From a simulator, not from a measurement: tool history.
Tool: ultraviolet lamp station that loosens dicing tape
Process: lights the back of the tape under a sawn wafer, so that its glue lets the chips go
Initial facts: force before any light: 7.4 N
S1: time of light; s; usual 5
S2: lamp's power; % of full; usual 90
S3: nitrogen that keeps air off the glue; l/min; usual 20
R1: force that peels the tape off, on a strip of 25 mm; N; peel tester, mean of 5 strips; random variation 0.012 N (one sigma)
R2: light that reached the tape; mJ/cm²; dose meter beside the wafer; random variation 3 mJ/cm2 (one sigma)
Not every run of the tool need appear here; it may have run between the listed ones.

Run 1, day 0.000: usual settings. Result: R1 0.570 N, R2 443 mJ/cm².
Run 2, day 1.171: usual settings. Result: R1 0.551 N, R2 437 mJ/cm².
Run 3, day 1.958: usual settings. Result: R1 0.557 N, R2 438 mJ/cm².
Run 4, day 2.658: usual settings but S3 7 l/min. Result: R1 1.004 N, R2 440 mJ/cm².
Run 5, day 3.479: usual settings but S3 7 l/min. Result: R1 1.004 N, R2 434 mJ/cm².
Run 6, day 4.229: usual settings. Result: R1 0.605 N, R2 432 mJ/cm².
Run 7, day 5.188: usual settings. Result: R1 0.578 N, R2 436 mJ/cm².
Run 8, day 6.046: usual settings. Result: R1 0.621 N, R2 436 mJ/cm².
Run 9, day 6.667: usual settings but S3 9 l/min. Result: R1 0.911 N, R2 436 mJ/cm².
Run 10, day 7.962: usual settings but S3 9 l/min. Result: R1 0.866 N, R2 428 mJ/cm².
At day 8.088: window cleaned of glue's vapour.
Run 11, day 8.575: usual settings but S3 9 l/min. Result: R1 0.912 N, R2 424 mJ/cm².
Run 12, day 9.662: usual settings but S2 61 % of full, S3 16 l/min. Result: R1 1.373 N, R2 288 mJ/cm².
Run 13, day 10.838: usual settings but S1 7 s, S3 37 l/min. Result: R1 0.280 N, R2 587 mJ/cm².
Run 14, day 11.571: usual settings but S1 7 s, S3 37 l/min. Result: R1 0.267 N, R2 584 mJ/cm².
Run 15, day 12.812: usual settings but S1 7 s, S2 82 % of full, S3 18 l/min. Result: R1 0.427 N, R2 533 mJ/cm².

What will run 16 give?
Run 16, day 13.567: usual settings but S2 70 % of full, S3 13 l/min. Result: R1 ?, R2 ?.

R1: 1.228 N
R2: 322 mJ/cm²
Had the tool carried no hidden state, the very same run would have given R1 1.048 N, R2 354 mJ/cm².
